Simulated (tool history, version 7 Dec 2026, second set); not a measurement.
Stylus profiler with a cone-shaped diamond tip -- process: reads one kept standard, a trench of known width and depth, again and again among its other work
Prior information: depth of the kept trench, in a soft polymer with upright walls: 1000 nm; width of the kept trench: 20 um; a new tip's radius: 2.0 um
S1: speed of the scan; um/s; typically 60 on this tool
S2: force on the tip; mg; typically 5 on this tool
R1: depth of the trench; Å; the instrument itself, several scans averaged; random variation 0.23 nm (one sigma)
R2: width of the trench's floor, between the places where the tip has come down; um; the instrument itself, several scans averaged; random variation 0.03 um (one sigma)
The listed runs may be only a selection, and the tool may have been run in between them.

run   hour   S1     S2       R1     R2
  1      0   60      5  10184.5  16.31
  2   14.7   60      5  10189.5  16.27
  3   28.3   60      5  10183.9  16.25
  4   41.3   60      5    10185   16.3
  5   52.1   60      5  10186.6   16.3
  6     72   60  10.32    10305  16.35
  7   87.2   60  10.32  10302.9  16.32
  8   97.4   60  10.32  10298.3  16.38
  9  116.3  103  11.54  10325.8  16.22
 10  135.8  103  11.54  10325.2  16.29
 11    155   46   4.75  10181.1  16.27
 12  165.2   34   2.14  10109.6  16.36
 13    184   34   2.14  10106.7  16.34
 14  194.9  119   7.94  10251.7  16.17

Branching from run 14: 4 alternative next runs. What would each branch give?
  A  212.9  195  4.19   ?   ?
  B  212.9   75  4.66   ?   ?
  C  212.9   15  2.71   ?   ?
  D  212.9   67  5.02   ?   ?

run       R1     R2
  A  10167.1  15.68
  B  10176.3  16.17
  C  10121.8   16.4
  D  10186.9  16.29
The same runs, with their run-to-run variation unchanged, on a tool lacking any hidden condition would have given:
run       R1     R2
  A  10167.2  15.68
  B  10176.4  16.17
  C  10121.9   16.4
  D    10187  16.29

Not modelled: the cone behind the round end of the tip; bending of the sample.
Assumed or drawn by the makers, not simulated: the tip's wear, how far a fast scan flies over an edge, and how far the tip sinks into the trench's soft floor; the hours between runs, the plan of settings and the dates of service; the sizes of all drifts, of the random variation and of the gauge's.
